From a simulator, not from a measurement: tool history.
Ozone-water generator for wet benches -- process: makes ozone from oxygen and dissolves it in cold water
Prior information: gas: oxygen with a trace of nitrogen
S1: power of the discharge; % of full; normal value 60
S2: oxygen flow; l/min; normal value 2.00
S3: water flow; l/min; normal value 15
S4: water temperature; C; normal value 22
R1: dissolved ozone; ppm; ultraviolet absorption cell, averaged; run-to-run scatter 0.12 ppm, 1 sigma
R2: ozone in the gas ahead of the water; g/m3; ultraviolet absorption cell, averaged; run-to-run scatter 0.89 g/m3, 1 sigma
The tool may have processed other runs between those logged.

run   hour  S1    S2  S3  S4    R1     R2
  1    0.0  60  2.00  15  22  11.1  147.3
  2   27.1  60  2.00  15  22  11.1  147.6
  3   44.4  60  2.00  15  22  10.9  146.9
  4   69.8  60  2.00  15  22  11.2  149.0
  5   96.0  60  2.00  15  22  11.3  148.2
  6  124.7  87  3.51  11  16  18.6  132.6
  7  146.8  60  2.00  18  17   9.7  147.6
  8  175.3  96  2.00  15  22  15.3  201.1

Run 9 is up next; what results do you expect?
  9  190.1  51  3.52  15  21   ?   ?

R1: 9.8 ppm
R2: 93.7 g/m3
Were there no unlogged condition in the tool, this run, its random variation unchanged, would have produced R1 9.8 ppm, R2 93.7 g/m3.
